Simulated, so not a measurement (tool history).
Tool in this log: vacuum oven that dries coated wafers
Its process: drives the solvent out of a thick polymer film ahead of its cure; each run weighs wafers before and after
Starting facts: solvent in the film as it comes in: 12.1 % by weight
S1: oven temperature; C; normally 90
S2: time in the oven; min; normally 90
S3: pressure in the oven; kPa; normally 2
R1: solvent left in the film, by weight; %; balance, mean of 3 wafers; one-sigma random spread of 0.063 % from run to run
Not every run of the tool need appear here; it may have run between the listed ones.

run,hour,S1,S2,S3,R1
1,0,90,90,2,3.73
2,82.7,90,90,4.19,5.6
3,176.7,78,90,4.19,8.9
4,255.3,78,90,4.19,9.2
5,348.6,78,90,4.19,8.87
6,453.3,78,90,4.19,9.04
7,560.2,78,90,3.22,8.15
# hour 682.9: oven's thermocouples calibrated
8,684.5,78,90,3.22,8.2
9,792,78,90,3.22,8.3
10,865.9,90,90,2,4.1
11,963.2,90,90,2,4.11
12,1089.9,103,90,2,1.78
13,1146.9,103,90,2,1.76
14,1239.1,103,90,2,1.74
# hour 1249.1: vacuum gauge cleaned of residue and calibrated
15,1358.8,90,103,2,4.3
16,1437,90,103,2,4.17
17,1494.6,90,103,2,4.32
18,1565.9,89,103,2,4.52
# hour 1630.9: vacuum gauge cleaned of residue and calibrated, once more
19,1694.2,83,90,2,5.85
20,1783.1,90,83,1.11,3.61
21,1900.3,90,83,1.11,3.69
22,1954.2,85,106,1.11,4.18
23,2076.2,80,90,3.35,8.03
24,2166.4,80,90,3.35,8.09
25,2274.6,80,90,3.35,8.1
26,2336.6,99,80,2.07,2.57
# hour 2386.4: oven's thermocouples calibrated
27,2406.4,88,76,1.06,4.24
28,2526.3,96,150,6.38,5.21
29,2631.3,104,115,2,1.39
30,2688.6,104,115,2,1.5
31,2741.3,104,57,1.1,1.75
32,2860.1,90,68,5.85,7.81
33,2956.9,90,68,5.85,7.72
34,3073,88,55,2,6.22
35,3179.7,84,74,6.75,10.27
36,3283.3,84,90,4.6,8.32
37,3345.6,94,90,2,3.46
38,3420,81,134,2,5.95

Predict each of these 5 candidate next runs independently; none follows another, all start after run 38:
A,3531.7,99,134,2.44,?
B,3531.7,95,73,1.39,?
C,3531.7,81,146,5.27,?
D,3531.7,95,116,5.24,?
E,3531.7,96,156,2.3,?

run,R1
A,2.49
B,3.34
C,9.14
D,5.38
E,2.56
Had the tool no hidden state, the same runs would have come out as:
run,R1
A,1.96
B,2.72
C,8.22
D,4.71
E,1.97
